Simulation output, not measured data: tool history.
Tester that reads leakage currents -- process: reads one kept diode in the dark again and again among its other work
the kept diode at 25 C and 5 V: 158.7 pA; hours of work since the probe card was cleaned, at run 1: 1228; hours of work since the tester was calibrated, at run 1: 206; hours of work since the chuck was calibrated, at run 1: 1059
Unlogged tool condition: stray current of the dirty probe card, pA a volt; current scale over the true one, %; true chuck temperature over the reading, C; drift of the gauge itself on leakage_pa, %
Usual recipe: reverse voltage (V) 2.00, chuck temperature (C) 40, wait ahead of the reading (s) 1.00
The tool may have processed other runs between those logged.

| run | hour | reverse voltage (V) | chuck temperature (C) | wait ahead of the reading (s) | hours of work since the probe card was cleaned | hours of work since the tester was calibrated | hours of work since the chuck was calibrated | current that the tester gives (pA) |
|---|---|---|---|---|---|---|---|---|
| 1 | 0.0 | 2.00 | 40 | 1.00 | 1228 | 206 | 1059 | 312.57 |
| 2 | 26.8 | 2.00 | 40 | 1.00 | 1248 | 225 | 1079 | 313.31 |
| 3 | 56.3 | 2.00 | 40 | 1.40 | 1269 | 247 | 1101 | 311.68 |
| 4 | 77.7 | 2.00 | 40 | 1.40 | 1285 | 263 | 1116 | 312.37 |
| 5 | 108.3 | 2.00 | 40 | 1.40 | 1308 | 286 | 1139 | 315.19 |
| 6 | 126.5 | 2.00 | 40 | 1.40 | 1321 | 299 | 1153 | 311.98 |
| 7 | 156.0 | 2.00 | 40 | 8.85 | 1343 | 321 | 1174 | 310.72 |
| 8 | 187.3 | 2.00 | 40 | 0.69 | 1366 | 344 | 1198 | 312.27 |
| 9 | 215.4 | 2.00 | 40 | 0.31 | 1387 | 365 | 1218 | 310.17 |
| 10 | 233.2 | 2.00 | 40 | 0.31 | 1400 | 378 | 1232 | 311.70 |
| 11 | 256.1 | 2.00 | 40 | 0.31 | 1417 | 395 | 1248 | 310.96 |
| 12 | 278.6 | 2.00 | 40 | 0.31 | 1434 | 412 | 1265 | 310.51 |
| 13 | 298.2 | 2.00 | 40 | 0.31 | 1448 | 426 | 1280 | 311.82 |
| 14 | 318.0 | 2.00 | 40 | 0.31 | 1463 | 441 | 1294 | 311.03 |
| 15 | 352.0 | 2.00 | 40 | 0.31 | 1488 | 466 | 1319 | 312.20 |

Forecast run 16:
| 16 | 380.9 | 2.05 | 28 | 0.31 | 1510 | 487 | 1341 | ? |

Run 16 measured current that the tester gives (pA) 140.05.
If the tool had no hidden condition, the same run with the same run-to-run variation would have returned current that the tester gives (pA) 144.62.
